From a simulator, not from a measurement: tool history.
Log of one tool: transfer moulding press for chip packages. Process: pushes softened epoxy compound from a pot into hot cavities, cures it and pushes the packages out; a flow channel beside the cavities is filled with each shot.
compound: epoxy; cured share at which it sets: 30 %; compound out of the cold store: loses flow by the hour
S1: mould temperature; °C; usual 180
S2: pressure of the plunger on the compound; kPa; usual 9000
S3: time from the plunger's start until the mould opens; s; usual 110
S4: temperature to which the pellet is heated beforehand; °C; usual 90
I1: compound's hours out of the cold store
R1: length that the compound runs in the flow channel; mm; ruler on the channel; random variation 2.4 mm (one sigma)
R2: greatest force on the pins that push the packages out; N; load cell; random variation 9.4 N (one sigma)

{"run": 1, "day": 0.0, "S1": 180, "S2": 9000, "S3": 110, "S4": 90, "I1": 8.3, "R1": 770, "R2": 652}
{"run": 2, "day": 0.783, "S1": 180, "S2": 9000, "S3": 110, "S4": 90, "I1": 16.1, "R1": 748, "R2": 712}
{"day": 1.562, "done": "cavities cleaned with cleaning compound and waxed"}
{"run": 3, "day": 1.575, "S1": 180, "S2": 9000, "S3": 110, "S4": 90, "I1": 38, "R1": 692, "R2": 405}
{"run": 4, "day": 2.238, "S1": 180, "S2": 9000, "S3": 110, "S4": 90, "I1": 20.5, "R1": 732, "R2": 544}
{"run": 5, "day": 3.0, "S1": 180, "S2": 9000, "S3": 110, "S4": 90, "I1": 45.1, "R1": 676, "R2": 592}
{"run": 6, "day": 3.692, "S1": 180, "S2": 9000, "S3": 110, "S4": 90, "I1": 18.7, "R1": 740, "R2": 652}
{"run": 7, "day": 4.438, "S1": 180, "S2": 9000, "S3": 110, "S4": 90, "I1": 10.9, "R1": 755, "R2": 702}
{"day": 5.088, "done": "cavities cleaned with cleaning compound and waxed"}
{"run": 8, "day": 5.188, "S1": 180, "S2": 9000, "S3": 110, "S4": 90, "I1": 26.6, "R1": 717, "R2": 441}
{"run": 9, "day": 5.85, "S1": 180, "S2": 9000, "S3": 110, "S4": 90, "I1": 10.7, "R1": 756, "R2": 547}
{"run": 10, "day": 6.429, "S1": 180, "S2": 9000, "S3": 110, "S4": 90, "I1": 15.6, "R1": 740, "R2": 596}
{"run": 11, "day": 7.133, "S1": 180, "S2": 9000, "S3": 99, "S4": 90, "I1": 14.3, "R1": 741, "R2": 763}
{"run": 12, "day": 7.583, "S1": 180, "S2": 9000, "S3": 99, "S4": 90, "I1": 17.4, "R1": 736, "R2": 794}
{"run": 13, "day": 8.025, "S1": 180, "S2": 9000, "S3": 99, "S4": 90, "I1": 27.5, "R1": 707, "R2": 826}
{"run": 14, "day": 8.45, "S1": 180, "S2": 9000, "S3": 99, "S4": 90, "I1": 13.1, "R1": 744, "R2": 822}
{"day": 8.612, "done": "cavities cleaned with cleaning compound and waxed"}
{"run": 15, "day": 9.367, "S1": 180, "S2": 7420, "S3": 99, "S4": 90, "I1": 43.2, "R1": 609, "R2": 613}
{"run": 16, "day": 10.108, "S1": 183, "S2": 9380, "S3": 134, "S4": 84, "I1": 13.2, "R1": 743, "R2": 497}
{"run": 17, "day": 10.842, "S1": 176, "S2": 10780, "S3": 110, "S4": 90, "I1": 37, "R1": 765, "R2": 802}
{"day": 11.733, "done": "plunger's sealing rings changed"}
{"run": 18, "day": 11.762, "S1": 176, "S2": 9010, "S3": 110, "S4": 99, "I1": 9.4, "R1": 794, "R2": 953}
{"day": 12.242, "done": "cavities cleaned with cleaning compound and waxed"}
{"run": 19, "day": 12.242, "S1": 181, "S2": 10350, "S3": 102, "S4": 97, "I1": 18.3, "R1": 798, "R2": 457}
{"run": 20, "day": 13.1, "S1": 181, "S2": 8090, "S3": 102, "S4": 84, "I1": 14.8, "R1": 715, "R2": 592}
{"run": 21, "day": 13.883, "S1": 186, "S2": 9000, "S3": 110, "S4": 96, "I1": 45.3, "R1": 657, "R2": 517}
{"run": 22, "day": 14.579, "S1": 186, "S2": 9000, "S3": 110, "S4": 96, "I1": 35.8, "R1": 677, "R2": 578}
{"run": 23, "day": 14.983, "S1": 173, "S2": 9000, "S3": 110, "S4": 81, "I1": 46.3, "R1": 714, "R2": 1088}
{"run": 24, "day": 15.467, "S1": 186, "S2": 9000, "S3": 129, "S4": 81, "I1": 19.6, "R1": 715, "R2": 562}
{"day": 15.792, "done": "cavities cleaned with cleaning compound and waxed"}
{"run": 25, "day": 16.108, "S1": 186, "S2": 9000, "S3": 105, "S4": 81, "I1": 25.8, "R1": 703, "R2": 412}
{"run": 26, "day": 16.512, "S1": 186, "S2": 9000, "S3": 105, "S4": 81, "I1": 29.7, "R1": 691, "R2": 451}
{"run": 27, "day": 17.292, "S1": 181, "S2": 8300, "S3": 110, "S4": 90, "I1": 11.2, "R1": 729, "R2": 594}
{"run": 28, "day": 17.742, "S1": 181, "S2": 8300, "S3": 110, "S4": 90, "I1": 22.4, "R1": 701, "R2": 609}

3 ways to go on from here, each from the tool as it stands after run 28. What would each give?
{"run": "A", "day": 18.275, "S1": 180, "S2": 9000, "S3": 110, "S4": 98, "I1": 35.5, "R1": "?", "R2": "?"}
{"run": "B", "day": 18.275, "S1": 185, "S2": 9000, "S3": 110, "S4": 86, "I1": 24.4, "R1": "?", "R2": "?"}
{"run": "C", "day": 18.275, "S1": 179, "S2": 9000, "S3": 120, "S4": 90, "I1": 32.5, "R1": "?", "R2": "?"}

run=A R1=699 R2=675
run=B R1=707 R2=585
run=C R1=714 R2=618
Without the tool's hidden state the same runs would have given:
run=A R1=707 R2=421
run=B R1=715 R2=368
run=C R1=722 R2=387
